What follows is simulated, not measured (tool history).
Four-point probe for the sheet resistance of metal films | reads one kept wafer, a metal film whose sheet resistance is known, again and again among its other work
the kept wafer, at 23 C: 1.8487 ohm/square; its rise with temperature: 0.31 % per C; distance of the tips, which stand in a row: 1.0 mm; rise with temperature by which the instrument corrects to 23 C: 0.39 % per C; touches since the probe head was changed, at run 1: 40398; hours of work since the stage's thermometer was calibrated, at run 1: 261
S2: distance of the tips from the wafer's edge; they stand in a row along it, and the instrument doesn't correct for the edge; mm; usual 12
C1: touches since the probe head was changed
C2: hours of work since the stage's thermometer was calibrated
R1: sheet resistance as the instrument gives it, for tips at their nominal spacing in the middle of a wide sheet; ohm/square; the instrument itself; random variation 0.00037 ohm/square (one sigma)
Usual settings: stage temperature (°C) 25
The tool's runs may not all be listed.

run 1 hour=0.0 | stage_temperature_(°C)=25 S2=12 | C1=40398 C2=261 | R1=1.858740
run 2 hour=15.5 | stage_temperature_(°C)=25 S2=12 | C1=41110 C2=270 | R1=1.859415
run 3 hour=31.1 | stage_temperature_(°C)=25 S2=7 | C1=41825 C2=279 | R1=1.872434
run 4 hour=40.1 | stage_temperature_(°C)=22 S2=12 | C1=42240 C2=284 | R1=1.864015
run 5 hour=56.8 | stage_temperature_(°C)=22 S2=12 | C1=43009 C2=294 | R1=1.863745
run 6 hour=70.4 | stage_temperature_(°C)=32 S2=12 | C1=43631 C2=302 | R1=1.849055
run 7 hour=80.7 | stage_temperature_(°C)=32 S2=12 | C1=44103 C2=308 | R1=1.849560
run 8 hour=96.0 | stage_temperature_(°C)=33 S2=5 | C1=44807 C2=317 | R1=1.880317
run 9 hour=105.6 | stage_temperature_(°C)=33 S2=16 | C1=45247 C2=323 | R1=1.845158
-- hour=107.5 stage's thermometer calibrated
run 10 hour=119.2 | stage_temperature_(°C)=32 S2=22 | C1=45850 C2=7 | R1=1.844784
run 11 hour=131.6 | stage_temperature_(°C)=19 S2=9 | C1=46419 C2=14 | R1=1.874561
run 12 hour=148.7 | stage_temperature_(°C)=19 S2=9 | C1=47204 C2=24 | R1=1.874237
run 13 hour=155.8 | stage_temperature_(°C)=19 S2=9 | C1=47532 C2=29 | R1=1.874947
run 14 hour=171.8 | stage_temperature_(°C)=27 S2=12 | C1=48262 C2=38 | R1=1.857611

The same runs without the tool's hidden state, with the same run-to-run variation:
The hidden state here: inner tips' distance over the nominal, %; tips' flats over new ones', %; wafer's true temperature over the reading, C; drift of the gauge itself on sheet_ohm, %.
run=1 R1=1.852541
run=2 R1=1.853118
run=3 R1=1.866006
run=4 R1=1.857543
run=5 R1=1.857167
run=6 R1=1.842458
run=7 R1=1.842896
run=8 R1=1.873459
run=9 R1=1.838359
run=10 R1=1.837687
run=11 R1=1.867234
run=12 R1=1.866795
run=13 R1=1.867457
run=14 R1=1.850111

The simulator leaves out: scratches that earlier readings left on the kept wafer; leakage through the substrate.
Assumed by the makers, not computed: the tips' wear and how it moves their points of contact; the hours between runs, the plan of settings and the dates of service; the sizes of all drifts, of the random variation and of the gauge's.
